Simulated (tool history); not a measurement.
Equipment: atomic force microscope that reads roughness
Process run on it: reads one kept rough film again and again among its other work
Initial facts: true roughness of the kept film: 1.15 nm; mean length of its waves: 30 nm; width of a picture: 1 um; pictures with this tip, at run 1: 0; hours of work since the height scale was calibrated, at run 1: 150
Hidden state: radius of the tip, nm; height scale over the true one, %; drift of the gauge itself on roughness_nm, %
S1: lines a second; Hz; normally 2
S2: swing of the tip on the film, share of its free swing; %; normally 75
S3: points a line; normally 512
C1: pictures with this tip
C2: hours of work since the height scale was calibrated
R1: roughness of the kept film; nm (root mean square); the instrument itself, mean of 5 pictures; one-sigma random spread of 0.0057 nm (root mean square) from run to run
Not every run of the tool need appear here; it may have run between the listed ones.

run	day	S1	S2	S3	C1	C2	R1
1	0	2	75	512	0	150	0.998
2	0.479	2	62	512	19	158	1.041
3	1.188	2	62	512	47	169	1.015
4	1.804	2	75	512	71	178	0.968
5	2.342	2	75	512	92	186	0.937
6	3	2	75	512	118	196	0.938
7	3.546	0.9	75	512	140	205	0.967
# day 3.646: new tip fitted
8	4.075	0.9	75	512	17	213	1.03
9	4.783	2	75	512	44	224	0.985
10	5.446	2	73	512	70	234	0.97
11	6.025	2	75	512	93	243	0.943
12	6.454	2	75	512	110	249	0.937
13	7.046	1.02	75	512	133	258	0.964
# day 7.262: new tip fitted
14	7.608	1.02	56	512	13	267	1.066
# day 7.696: height scale calibrated on a step standard
15	8.304	2	57	512	39	9	1.032
16	8.75	2	57	512	57	16	1.023
17	9.171	2	57	512	73	23	1.025
18	9.733	2	57	512	95	31	0.997
# day 10.554: height scale calibrated on a step standard, once more
19	10.558	2	75	512	126	0	0.934
# day 11: new tip fitted
20	11.033	2	75	512	2	7	0.994
21	11.85	2	75	294	34	20	0.96
22	12.371	2	75	349	54	28	0.951
23	13.162	2.07	75	512	85	40	0.948
24	13.712	2.07	85	611	107	48	0.892
25	14.15	2	84	448	124	55	0.888
# day 14.596: new tip fitted
26	14.696	2	84	448	3	63	0.96
27	15.325	2	70	448	28	73	0.989
28	15.662	2	70	448	41	78	0.991
29	16.108	1.59	75	639	59	85	0.981
30	16.546	0.82	75	256	76	92	0.986
31	17.325	1.9	59	648	107	104	0.993
32	18.033	2.99	75	290	135	114	0.88
# day 18.254: new tip fitted
33	18.692	1.9	58	484	17	124	1.045
34	19.321	2	73	512	42	134	0.98
35	20.15	2	78	512	75	147	0.944
36	20.842	2	65	512	102	157	0.983
37	21.55	2	65	512	130	168	0.968
# day 21.879: new tip fitted
38	22.012	2	65	512	5	175	1.035
39	22.65	2.79	65	791	30	185	0.998
40	23.442	2.79	65	791	61	197	0.981
41	23.888	2.79	65	791	78	204	0.976
42	24.542	2.79	65	791	104	214	0.949
43	25.371	3.45	75	512	137	227	0.87

4 ways to go on from here, each from the tool as it stands after run 43. What would each give?
# day 25.533: new tip fitted
A	26.129	2	61	272	24	238	?
# day 25.533: new tip fitted
B	26.129	0.94	86	512	24	238	?
# day 25.533: new tip fitted
C	26.129	2.78	79	512	24	238	?
# day 25.533: new tip fitted
D	26.129	2	75	567	24	238	?

run	R1
A	1.018
B	1.001
C	0.932
D	0.984
Without the tool's hidden state the same runs would have given:
run	R1
A	1.036
B	1.018
C	0.949
D	1.002
